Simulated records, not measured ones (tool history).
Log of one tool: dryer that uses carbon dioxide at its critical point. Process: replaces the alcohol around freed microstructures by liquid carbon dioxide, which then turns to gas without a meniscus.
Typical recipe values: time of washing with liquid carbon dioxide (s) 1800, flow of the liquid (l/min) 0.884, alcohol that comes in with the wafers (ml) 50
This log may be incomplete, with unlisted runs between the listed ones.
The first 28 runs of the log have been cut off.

run   hour  time of washing with liquid carbon dioxide (s)  flow of the liquid (l/min)  alcohol that comes in with the wafers (ml)  hours of work since the filter was changed  hours of work since the purifier's bed was changed  alcohol left in the vessel before it's heated (ppm by volume)
 29  203.8                                            1560                       0.884                                          50                                         558                                                 312                                                             99
 30  213.0                                            1560                       0.884                                          50                                         564                                                 318                                                            101
 31  221.6                                            2400                       0.712                                          22                                         570                                                 324                                                             24
 32  226.6                                            1920                       1.320                                          50                                         573                                                 327                                                             14
 33  233.8                                            1740                       1.122                                          34                                         578                                                 332                                                             24
 34  242.3                                            1740                       1.122                                          34                                         584                                                 338                                                             24
 35  246.7                                            1800                       0.667                                          50                                         587                                                 341                                                            182
 36  252.9                                            1560                       0.534                                          50                                         591                                                 345                                                            647
 37  260.8                                            2400                       1.007                                          81                                         596                                                 350                                                             15
     262.6  -- inlet filter changed
 38  270.7                                            1680                       1.031                                          50                                           5                                                 356                                                             24
 39  277.2                                            2580                       0.927                                          36                                          10                                                 360                                                             14
 40  282.4                                            1320                       1.138                                          41                                          13                                                 364                                                             37
 41  287.2                                            1320                       1.138                                          41                                          17                                                 367                                                             38

Run 42 comes next. What will it give?
 42  291.4                                            1800                       0.595                                          50                                          19                                                 370                                                              ?

alcohol left in the vessel before it's heated (ppm by volume): 179
Were there no unlogged condition in the tool, this run, its random variation unchanged, would have produced alcohol left in the vessel before it's heated (ppm by volume) 166.

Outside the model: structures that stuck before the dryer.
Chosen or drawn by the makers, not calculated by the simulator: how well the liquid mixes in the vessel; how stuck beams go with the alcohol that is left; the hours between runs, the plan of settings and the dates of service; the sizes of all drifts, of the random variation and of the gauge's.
